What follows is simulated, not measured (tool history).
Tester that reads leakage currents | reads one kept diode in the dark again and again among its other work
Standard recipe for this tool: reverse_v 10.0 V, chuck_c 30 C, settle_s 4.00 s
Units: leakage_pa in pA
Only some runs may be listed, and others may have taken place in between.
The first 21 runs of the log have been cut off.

| run | hour | reverse_v | chuck_c | settle_s | hours of work since the probe card was cleaned | hours of work since the tester was calibrated | hours of work since the chuck was calibrated | leakage_pa |
|---|---|---|---|---|---|---|---|---|
| 22 | 1774.4 | 2.7 | 26 | 4.00 | 106 | 116 | 234 | 102.64 |
| 23 | 1832.8 | 15.0 | 37 | 4.00 | 152 | 161 | 280 | 706.76 |
| 24 | 1897.5 | 6.3 | 25 | 2.68 | 202 | 212 | 330 | 148.49 |
| 25 | 1964.4 | 1.7 | 32 | 5.17 | 254 | 264 | 382 | 137.49 |
| 26 | 2067.4 | 3.8 | 42 | 1.57 | 334 | 344 | 463 | 510.98 |
| 27 | 2116.2 | 3.8 | 42 | 1.57 | 372 | 382 | 501 | 512.05 |
| 28 | 2176.8 | 10.0 | 23 | 0.68 | 420 | 430 | 548 | 159.61 |
| 29 | 2246.3 | 10.0 | 23 | 0.68 | 474 | 484 | 602 | 158.56 |
| 30 | 2300.9 | 5.7 | 46 | 9.40 | 517 | 526 | 645 | 887.37 |
| 31 | 2406.2 | 7.1 | 40 | 4.00 | 599 | 609 | 727 | 601.17 |
| 32 | 2490.7 | 7.1 | 40 | 4.00 | 665 | 674 | 793 | 605.79 |
| 33 | 2563.9 | 2.6 | 47 | 4.00 | 722 | 731 | 850 | 631.57 |
| 34 | 2643.7 | 2.6 | 33 | 0.50 | 784 | 794 | 912 | 189.77 |
| 35 | 2758.9 | 2.6 | 33 | 0.50 | 874 | 883 | 1002 | 190.53 |
| 36 | 2835.1 | 2.6 | 33 | 0.50 | 933 | 943 | 1061 | 189.84 |
| 37 | 2938.8 | 1.9 | 29 | 4.00 | 1014 | 1024 | 1142 | 111.06 |
| 38 | 3026.9 | 4.1 | 20 | 1.22 | 1083 | 1092 | 1211 | 72.98 |
| 39 | 3102.3 | 4.1 | 29 | 1.10 | 1141 | 1151 | 1270 | 169.40 |

4 ways to go on from here, each from the tool as it stands after run 39. What would each give?
| A | 3210.8 | 7.1 | 29 | 1.10 | 1226 | 1236 | 1354 | ? |
| B | 3210.8 | 2.0 | 30 | 4.26 | 1226 | 1236 | 1354 | ? |
| C | 3210.8 | 1.2 | 30 | 4.44 | 1226 | 1236 | 1354 | ? |
| D | 3210.8 | 1.2 | 34 | 2.87 | 1226 | 1236 | 1354 | ? |

| run | leakage_pa |
|---|---|
| A | 229.13 |
| B | 124.80 |
| C | 94.22 |
| D | 135.53 |
With no hidden state in the tool, these same runs would have given:
| run | leakage_pa |
|---|---|
| A | 229.49 |
| B | 125.01 |
| C | 94.38 |
| D | 135.75 |
